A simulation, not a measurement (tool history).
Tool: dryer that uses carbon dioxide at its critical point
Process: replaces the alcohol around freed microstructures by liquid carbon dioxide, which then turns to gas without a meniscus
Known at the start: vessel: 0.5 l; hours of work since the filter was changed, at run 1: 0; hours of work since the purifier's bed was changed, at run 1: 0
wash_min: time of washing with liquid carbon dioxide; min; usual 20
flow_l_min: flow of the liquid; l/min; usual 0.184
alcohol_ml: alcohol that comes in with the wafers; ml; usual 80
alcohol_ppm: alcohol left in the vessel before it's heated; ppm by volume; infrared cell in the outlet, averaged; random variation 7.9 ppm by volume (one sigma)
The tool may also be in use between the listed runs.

| run | hour | wash_min | flow_l_min | alcohol_ml | hours of work since the filter was changed | hours of work since the purifier's bed was changed | alcohol_ppm |
|---|---|---|---|---|---|---|---|
| 1 | 0 | 20 | 0.184 | 80 | 0 | 0 | 418 |
| 2 | 33.3 | 20 | 0.184 | 80 | 25 | 25 | 427 |
| 3 | 89.7 | 20 | 0.184 | 56 | 68 | 68 | 336 |
| 4 | 136.6 | 20 | 0.184 | 56 | 103 | 103 | 346 |
| 5 | 172 | 20 | 0.116 | 80 | 129 | 129 | 3981 |
| 6 | 215.3 | 18 | 0.184 | 80 | 162 | 162 | 872 |
| 7 | 244.7 | 20 | 0.184 | 80 | 184 | 184 | 531 |
| 8 | 287.8 | 20 | 0.184 | 80 | 217 | 217 | 552 |

Run 9 comes next. What will it give?
| 9 | 332.9 | 20 | 0.161 | 104 | 251 | 251 | ? |

alcohol_ppm: 1397 ppm by volume
Without the tool's hidden state the same run would have given alcohol_ppm 1121 ppm by volume.
